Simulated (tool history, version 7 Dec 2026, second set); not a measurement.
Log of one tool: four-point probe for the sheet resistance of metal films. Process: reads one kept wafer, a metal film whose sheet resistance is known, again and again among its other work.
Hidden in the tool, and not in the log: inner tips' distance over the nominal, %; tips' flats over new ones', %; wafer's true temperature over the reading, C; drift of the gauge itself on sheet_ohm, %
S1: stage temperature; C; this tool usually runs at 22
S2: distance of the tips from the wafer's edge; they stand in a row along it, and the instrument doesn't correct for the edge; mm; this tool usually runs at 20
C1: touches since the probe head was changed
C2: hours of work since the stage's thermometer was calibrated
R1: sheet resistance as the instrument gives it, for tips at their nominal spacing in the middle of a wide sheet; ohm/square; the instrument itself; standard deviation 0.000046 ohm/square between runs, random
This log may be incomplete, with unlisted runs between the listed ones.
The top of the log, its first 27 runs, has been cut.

run,hour,S1,S2,C1,C2,R1
28,402.8,23,20,28614,850,0.229013
29,412,19,6,28876,856,0.229052
30,429.4,21,40,29370,866,0.228528
31,445.8,21,40,29835,876,0.22856
32,458.7,21,40,30201,883,0.228548
33,467.6,30,3,30452,889,0.233489
34,480.8,21,3,30828,897,0.231985
35,496.1,23,13,31262,906,0.229057
36,504.6,28,25,31505,911,0.229747
37,517.9,19,23,31881,919,0.228309
38,529.7,20,34,32215,926,0.228446
39,541.7,29,5,32556,933,0.231129
40,559.9,22,28,33072,944,0.228828
41,579.8,22,28,33637,956,0.228763
42,591.4,22,28,33966,963,0.228721
43,611.3,28,4,34532,975,0.231627

Predict each of these 4 candidate next runs independently; none follows another, all start after run 43:
A,621.3,31,46,34814,981,?
B,621.3,22,11,34814,981,?
C,621.3,31,22,34814,981,?
D,621.3,26,37,34814,981,?

run,R1
A,0.230226
B,0.228959
C,0.230303
D,0.229371
Stripped of hidden state, with their random variation kept, the same runs would have yielded:
run,R1
A,0.230222
B,0.228955
C,0.2303
D,0.229368

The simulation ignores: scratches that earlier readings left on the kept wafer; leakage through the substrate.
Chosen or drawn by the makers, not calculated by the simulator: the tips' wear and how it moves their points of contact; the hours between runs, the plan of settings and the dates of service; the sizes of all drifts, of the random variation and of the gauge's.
